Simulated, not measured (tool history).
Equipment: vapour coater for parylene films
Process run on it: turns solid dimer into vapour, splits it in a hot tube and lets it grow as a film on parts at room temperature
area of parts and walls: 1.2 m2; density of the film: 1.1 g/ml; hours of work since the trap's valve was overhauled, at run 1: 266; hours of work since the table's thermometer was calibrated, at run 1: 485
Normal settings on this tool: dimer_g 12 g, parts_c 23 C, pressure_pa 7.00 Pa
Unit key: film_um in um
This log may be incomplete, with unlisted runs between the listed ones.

run,day,dimer_g,parts_c,pressure_pa,hours of work since the trap's valve was overhauled,hours of work since the table's thermometer was calibrated,film_um
1,0.000,12,23,7.00,266,485,5.24
2,1.479,6,23,7.00,287,506,2.65
3,2.746,6,23,7.00,305,523,2.65
4,3.688,12,23,7.00,318,536,5.29
5,5.138,16,23,7.00,338,557,7.06
6,6.562,16,23,7.00,358,576,7.07
7,8.375,12,23,7.00,383,602,5.26
8,9.921,12,23,7.00,404,623,5.29
9,11.242,20,23,7.00,423,642,8.70
10,13.017,20,23,7.00,447,666,8.87
11,14.379,20,23,7.00,466,685,8.71
12,16.004,20,23,7.00,489,708,8.94
13,17.021,12,23,5.05,503,722,5.50
14,18.242,12,23,2.16,520,739,6.42
15,20.125,12,23,2.16,546,765,6.54
16,21.967,12,23,2.16,572,791,6.53
17,23.567,12,23,2.16,594,813,6.50
18,24.533,12,23,2.16,608,826,6.52
19,26.175,12,23,2.16,631,849,6.47
20,27.383,19,33,3.09,647,866,6.60
# day 27.812: trap's valve overhauled
21,29.104,12,21,11.65,18,888,5.18
22,30.488,5,21,9.86,37,907,2.21
23,31.754,7,24,7.00,55,925,2.98
24,33.358,12,26,9.34,77,947,4.51
25,34.262,12,26,9.34,90,959,4.48
26,35.946,12,26,9.34,113,983,4.51
27,36.979,22,27,9.34,127,997,7.93
28,38.483,11,17,3.14,148,1018,6.98
29,40.000,6,21,7.00,169,1039,2.80
30,41.621,9,23,4.35,192,1062,4.30
31,43.092,9,23,4.35,212,1082,4.33
# day 44.025: table's thermometer calibrated
32,44.117,8,23,7.00,226,1,3.48
33,45.483,8,23,3.85,245,20,3.89
34,46.938,22,23,4.02,265,40,10.67
35,48.767,5,23,9.91,291,66,2.06

Describe how what the log doesn't record of the tool's condition differs between the last listed run preceding each entry between runs and the first listed run following it.
Between runs 20 and 21: trap's valve overhauled (day 27.812)
  vapour lost through the trap's worn valve, %: 0.3 -> 0
Between runs 31 and 32: table's thermometer calibrated (day 44.025)
  true temperature of the parts over the reading, C: 0.02 -> 0
